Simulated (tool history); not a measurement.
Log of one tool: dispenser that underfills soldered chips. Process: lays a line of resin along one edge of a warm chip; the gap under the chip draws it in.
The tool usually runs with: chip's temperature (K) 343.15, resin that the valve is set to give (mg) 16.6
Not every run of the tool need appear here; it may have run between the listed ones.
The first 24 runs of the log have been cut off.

run	day	chip's temperature (K)	resin that the valve is set to give (mg)	time until the resin shows at the far edge (s)	resin that the valve gave (mg)
# day 11.579: new syringe of resin
25	11.804	337.15	18.4	19	17.26
# day 11.992: new syringe of resin
# day 12.183: dispensing valve cleaned and set on the balance
26	12.4	343.15	14.7	19.5	14.62
# day 12.458: new syringe of resin
27	12.817	356.15	16.4	12.1	16.36
# day 12.875: new syringe of resin
28	13.15	356.15	16.4	10.7	16.21
# day 13.283: new syringe of resin
29	13.471	347.15	15.1	13.1	14.83
# day 13.679: new syringe of resin
30	13.8	347.15	16.5	12.5	16.16
# day 14.092: new syringe of resin
31	14.229	346.15	17.6	12.4	17.11
# day 14.475: new syringe of resin
32	14.808	346.15	17.6	16	16.92
# day 14.871: new syringe of resin
# day 15.258: new syringe of resin
33	15.325	353.15	17.2	10	16.47
34	15.617	342.15	17.2	17.5	16.31

3 options for the next run, each taken on its own from the tool as it stands now. Forecast them:
# day 15.675: new syringe of resin
A	15.946	350.15	16.8	?	?
# day 15.675: new syringe of resin
B	15.946	330.15	14.3	?	?
# day 15.675: new syringe of resin
C	15.946	343.15	21.1	?	?

run	time until the resin shows at the far edge (s)	resin that the valve gave (mg)
A	12.8	15.84
B	25	13.49
C	16	20.13
With the hidden condition removed and each run's random variation left untouched, the same runs would have given:
run	time until the resin shows at the far edge (s)	resin that the valve gave (mg)
A	11	16.68
B	21.5	14.21
C	13.9	21.19
